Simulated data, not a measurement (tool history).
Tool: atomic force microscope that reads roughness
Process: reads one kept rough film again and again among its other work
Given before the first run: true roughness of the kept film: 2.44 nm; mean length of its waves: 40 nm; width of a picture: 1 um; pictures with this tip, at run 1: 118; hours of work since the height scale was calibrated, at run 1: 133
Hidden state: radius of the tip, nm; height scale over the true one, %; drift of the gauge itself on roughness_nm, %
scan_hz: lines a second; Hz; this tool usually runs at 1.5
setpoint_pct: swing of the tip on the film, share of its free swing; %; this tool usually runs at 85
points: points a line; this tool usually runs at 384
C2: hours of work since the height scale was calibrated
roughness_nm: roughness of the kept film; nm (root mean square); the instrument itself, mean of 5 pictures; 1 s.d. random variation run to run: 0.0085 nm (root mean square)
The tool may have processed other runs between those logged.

{"run": 1, "hour": 0.0, "scan_hz": 1.5, "setpoint_pct": 85, "points": 384, "pictures with this tip": 118, "C2": 133, "roughness_nm": 1.674}
{"hour": 11.4, "done": "new tip fitted"}
{"run": 2, "hour": 20.5, "scan_hz": 1.5, "setpoint_pct": 85, "points": 384, "pictures with this tip": 15, "C2": 144, "roughness_nm": 1.84}
{"run": 3, "hour": 42.9, "scan_hz": 3.71, "setpoint_pct": 85, "points": 384, "pictures with this tip": 51, "C2": 157, "roughness_nm": 1.418}
{"run": 4, "hour": 61.5, "scan_hz": 3.71, "setpoint_pct": 85, "points": 384, "pictures with this tip": 81, "C2": 167, "roughness_nm": 1.365}
{"run": 5, "hour": 76.5, "scan_hz": 3.71, "setpoint_pct": 85, "points": 384, "pictures with this tip": 105, "C2": 176, "roughness_nm": 1.341}
{"hour": 95.9, "done": "new tip fitted"}
{"run": 6, "hour": 97.3, "scan_hz": 1.5, "setpoint_pct": 85, "points": 384, "pictures with this tip": 3, "C2": 187, "roughness_nm": 1.877}
{"run": 7, "hour": 107.8, "scan_hz": 1.5, "setpoint_pct": 85, "points": 330, "pictures with this tip": 20, "C2": 193, "roughness_nm": 1.84}
{"run": 8, "hour": 118.7, "scan_hz": 1.5, "setpoint_pct": 60, "points": 384, "pictures with this tip": 37, "C2": 199, "roughness_nm": 2.088}
{"run": 9, "hour": 140.8, "scan_hz": 1.5, "setpoint_pct": 60, "points": 384, "pictures with this tip": 73, "C2": 212, "roughness_nm": 2.021}
{"run": 10, "hour": 158.5, "scan_hz": 1.5, "setpoint_pct": 60, "points": 384, "pictures with this tip": 102, "C2": 222, "roughness_nm": 1.951}
{"run": 11, "hour": 169.1, "scan_hz": 1.5, "setpoint_pct": 60, "points": 384, "pictures with this tip": 119, "C2": 228, "roughness_nm": 1.941}
{"hour": 180.0, "done": "new tip fitted"}
{"run": 12, "hour": 187.4, "scan_hz": 1.5, "setpoint_pct": 85, "points": 526, "pictures with this tip": 12, "C2": 238, "roughness_nm": 1.856}
{"run": 13, "hour": 213.0, "scan_hz": 1.5, "setpoint_pct": 85, "points": 384, "pictures with this tip": 53, "C2": 253, "roughness_nm": 1.773}
{"hour": 215.5, "done": "height scale calibrated on a step standard"}
{"run": 14, "hour": 234.4, "scan_hz": 1.5, "setpoint_pct": 85, "points": 384, "pictures with this tip": 86, "C2": 11, "roughness_nm": 1.72}
{"run": 15, "hour": 253.0, "scan_hz": 1.5, "setpoint_pct": 85, "points": 384, "pictures with this tip": 116, "C2": 21, "roughness_nm": 1.694}
{"hour": 266.9, "done": "new tip fitted"}
{"run": 16, "hour": 275.6, "scan_hz": 0.5, "setpoint_pct": 63, "points": 311, "pictures with this tip": 14, "C2": 34, "roughness_nm": 2.197}
{"run": 17, "hour": 300.7, "scan_hz": 1.5, "setpoint_pct": 85, "points": 442, "pictures with this tip": 54, "C2": 48, "roughness_nm": 1.772}
{"hour": 323.0, "done": "height scale calibrated on a step standard, once more"}
{"run": 18, "hour": 324.4, "scan_hz": 1.94, "setpoint_pct": 60, "points": 777, "pictures with this tip": 91, "C2": 1, "roughness_nm": 1.962}
{"run": 19, "hour": 336.9, "scan_hz": 0.52, "setpoint_pct": 60, "points": 611, "pictures with this tip": 111, "C2": 8, "roughness_nm": 2.038}
{"hour": 352.1, "done": "new tip fitted"}
{"run": 20, "hour": 352.1, "scan_hz": 3.43, "setpoint_pct": 85, "points": 474, "pictures with this tip": 0, "C2": 16, "roughness_nm": 1.535}
{"run": 21, "hour": 377.4, "scan_hz": 1.5, "setpoint_pct": 85, "points": 302, "pictures with this tip": 41, "C2": 31, "roughness_nm": 1.783}
{"run": 22, "hour": 388.8, "scan_hz": 1.5, "setpoint_pct": 85, "points": 882, "pictures with this tip": 59, "C2": 37, "roughness_nm": 1.766}
{"run": 23, "hour": 406.3, "scan_hz": 1.5, "setpoint_pct": 85, "points": 882, "pictures with this tip": 87, "C2": 47, "roughness_nm": 1.722}
{"run": 24, "hour": 431.0, "scan_hz": 3.74, "setpoint_pct": 68, "points": 858, "pictures with this tip": 127, "C2": 61, "roughness_nm": 1.648}
{"hour": 438.1, "done": "new tip fitted"}
{"run": 25, "hour": 443.9, "scan_hz": 3.74, "setpoint_pct": 68, "points": 858, "pictures with this tip": 9, "C2": 68, "roughness_nm": 1.866}
{"run": 26, "hour": 464.4, "scan_hz": 1.5, "setpoint_pct": 79, "points": 384, "pictures with this tip": 43, "C2": 80, "roughness_nm": 1.878}
{"run": 27, "hour": 490.3, "scan_hz": 1.71, "setpoint_pct": 79, "points": 592, "pictures with this tip": 84, "C2": 94, "roughness_nm": 1.791}
{"run": 28, "hour": 507.6, "scan_hz": 2.09, "setpoint_pct": 56, "points": 592, "pictures with this tip": 112, "C2": 104, "roughness_nm": 1.95}
{"hour": 522.4, "done": "new tip fitted"}
{"run": 29, "hour": 533.5, "scan_hz": 2.09, "setpoint_pct": 56, "points": 477, "pictures with this tip": 18, "C2": 119, "roughness_nm": 2.119}
{"run": 30, "hour": 552.9, "scan_hz": 1.05, "setpoint_pct": 62, "points": 384, "pictures with this tip": 50, "C2": 130, "roughness_nm": 2.083}

What if the next run were any one of these 3? Each begins from the tool's condition after run 30:
{"run": "A", "hour": 571.8, "scan_hz": 3.11, "setpoint_pct": 63, "points": 384, "pictures with this tip": 80, "C2": 140, "roughness_nm": "?"}
{"run": "B", "hour": 571.8, "scan_hz": 1.12, "setpoint_pct": 74, "points": 725, "pictures with this tip": 80, "C2": 140, "roughness_nm": "?"}
{"run": "C", "hour": 571.8, "scan_hz": 1.5, "setpoint_pct": 56, "points": 384, "pictures with this tip": 80, "C2": 140, "roughness_nm": "?"}

run=A roughness_nm=1.863
run=B roughness_nm=1.939
run=C roughness_nm=2.039
The same runs, with their run-to-run variation unchanged, on a tool lacking any hidden condition would have given:
run=A roughness_nm=2.017
run=B roughness_nm=2.099
run=C roughness_nm=2.207
